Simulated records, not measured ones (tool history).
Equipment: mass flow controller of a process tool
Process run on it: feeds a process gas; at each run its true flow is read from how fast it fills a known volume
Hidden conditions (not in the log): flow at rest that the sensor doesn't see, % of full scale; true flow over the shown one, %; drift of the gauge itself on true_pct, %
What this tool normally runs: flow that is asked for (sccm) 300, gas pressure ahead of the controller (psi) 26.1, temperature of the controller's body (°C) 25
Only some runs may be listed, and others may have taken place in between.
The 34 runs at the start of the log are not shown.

run,hour,flow that is asked for (sccm),gas pressure ahead of the controller (psi),temperature of the controller's body (°C),hours of work since the controller was set to zero,hours of work since the controller was changed,true flow (%)
35,3472.4,426,22.6,25,834,3322,96.71
36,3590.1,426,22.6,25,906,3394,96.57
37,3739.6,189,23.6,35,996,3484,94.46
38,3866.6,189,23.6,35,1073,3561,94.39
39,3959.9,346,26.1,25,1130,3618,95.94
40,4074.8,346,26.1,25,1200,3688,95.89
41,4223.2,346,26.1,25,1290,3778,95.72
42,4299.6,297,30.2,29,1336,3824,95.13
43,4368.9,300,38.3,25,1378,3866,94.97
44,4468.6,300,38.3,25,1439,3926,95.1
45,4540.1,613,28.6,25,1482,3970,96.64
46,4634.2,567,22.2,38,1539,4027,95.63
47,4709.5,116,25.8,25,1585,4073,94.2
48,4821.8,614,26.8,28,1653,4141,96.55

Consider 4 possible next runs. They are alternatives, not a sequence: every one starts from the tool as it was left by run 48. What does each give?
A,4913.3,213,26.8,28,1708,4196,?
B,4913.3,118,39.7,30,1708,4196,?
C,4913.3,450,26.8,28,1708,4196,?
D,4913.3,164,28.4,25,1708,4196,?

run,true flow (%)
A,94.56
B,92.91
C,95.75
D,94.44
With the hidden condition removed and each run's random variation left untouched, the same runs would have given:
run,true flow (%)
A,97.05
B,95.95
C,97.9
D,97.14
